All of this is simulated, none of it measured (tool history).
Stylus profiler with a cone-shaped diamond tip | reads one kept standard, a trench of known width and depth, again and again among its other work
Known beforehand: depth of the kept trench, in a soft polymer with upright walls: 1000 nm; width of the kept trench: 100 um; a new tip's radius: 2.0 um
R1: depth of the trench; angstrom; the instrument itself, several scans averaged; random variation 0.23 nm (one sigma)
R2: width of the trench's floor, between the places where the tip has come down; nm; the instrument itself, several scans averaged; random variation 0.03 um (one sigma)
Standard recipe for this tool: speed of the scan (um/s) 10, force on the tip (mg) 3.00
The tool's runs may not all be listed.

Run 1, hour 0.0: usual settings. Result: R1 10116.5 angstrom, R2 96180 nm.
Run 2, hour 23.6: usual settings but force on the tip (mg) 1.00. Result: R1 10052.0 angstrom, R2 96170 nm.
Run 3, hour 39.0: usual settings. Result: R1 10118.1 angstrom, R2 96190 nm.
Run 4, hour 61.7: usual settings but speed of the scan (um/s) 14. Result: R1 10120.8 angstrom, R2 96150 nm.
Run 5, hour 74.7: usual settings. Result: R1 10117.4 angstrom, R2 96110 nm.
Run 6, hour 98.2: usual settings. Result: R1 10116.6 angstrom, R2 96130 nm.
Run 7, hour 117.0: usual settings. Result: R1 10117.7 angstrom, R2 96060 nm.
Run 8, hour 140.1: usual settings but speed of the scan (um/s) 3, force on the tip (mg) 1.98. Result: R1 10084.3 angstrom, R2 96100 nm.
Run 9, hour 164.4: usual settings but speed of the scan (um/s) 16, force on the tip (mg) 2.66. Result: R1 10105.0 angstrom, R2 96010 nm.
Run 10, hour 186.4: usual settings but speed of the scan (um/s) 16, force on the tip (mg) 2.66. Result: R1 10106.0 angstrom, R2 96060 nm.
Run 11, hour 209.6: usual settings but speed of the scan (um/s) 3, force on the tip (mg) 1.36. Result: R1 10062.9 angstrom, R2 96080 nm.

Estimate the outcome of run 12 from the log above:
Run 12, hour 234.3: usual settings but speed of the scan (um/s) 5, force on the tip (mg) 1.49. Result: R1 ?, R2 ?.

{"run 12": {"R1": 10067.8, "R2": 96040}}
If the tool had no hidden condition, the same run with the same run-to-run variation would have returned R1 10083.5 angstrom, R2 96550 nm.
